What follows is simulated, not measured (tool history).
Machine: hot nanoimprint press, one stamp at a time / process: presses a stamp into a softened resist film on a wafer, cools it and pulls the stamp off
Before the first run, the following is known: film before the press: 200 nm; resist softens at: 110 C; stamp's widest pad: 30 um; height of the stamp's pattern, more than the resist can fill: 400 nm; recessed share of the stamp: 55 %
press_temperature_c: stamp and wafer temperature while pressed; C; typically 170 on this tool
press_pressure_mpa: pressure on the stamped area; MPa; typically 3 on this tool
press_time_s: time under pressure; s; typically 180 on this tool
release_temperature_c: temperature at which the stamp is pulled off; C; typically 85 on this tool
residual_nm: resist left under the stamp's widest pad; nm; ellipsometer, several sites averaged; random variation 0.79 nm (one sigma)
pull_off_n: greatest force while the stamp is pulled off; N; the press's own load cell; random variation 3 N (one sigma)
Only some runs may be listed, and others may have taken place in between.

| run | hour | press_temperature_c | press_pressure_mpa | press_time_s | release_temperature_c | residual_nm | pull_off_n |
|---|---|---|---|---|---|---|---|
| 1 | 0 | 170 | 3 | 180 | 85 | 102.5 | 150 |
| 2 | 18.7 | 170 | 3 | 180 | 85 | 102.7 | 143 |
| 3 | 29.3 | 170 | 3 | 180 | 85 | 103.6 | 150 |
| 4 | 37.9 | 170 | 3 | 180 | 85 | 103.1 | 144 |
| 5 | 47.5 | 170 | 3.64 | 180 | 85 | 95.9 | 145 |
| 6 | 61.4 | 170 | 2.55 | 180 | 85 | 109.2 | 145 |
| 7 | 69.7 | 170 | 3 | 180 | 85 | 101.6 | 141 |
| 8 | 78.1 | 170 | 3 | 289 | 89 | 85.6 | 124 |
| 9 | 88.5 | 167 | 3.27 | 241 | 77 | 103.8 | 176 |
| 10 | 102.9 | 167 | 3.27 | 241 | 77 | 105 | 168 |
| 11 | 118.9 | 173 | 3 | 214 | 74 | 82.6 | 175 |

The next listed run, before its measurement:
| 12 | 131.4 | 159 | 1.81 | 180 | 85 | ? | ? |

{"run 12": {"residual_nm": 175.1, "pull_off_n": 140}}
If the tool had no hidden condition, the same run with the same run-to-run variation would have returned residual_nm 175.1 nm, pull_off_n 139 N.
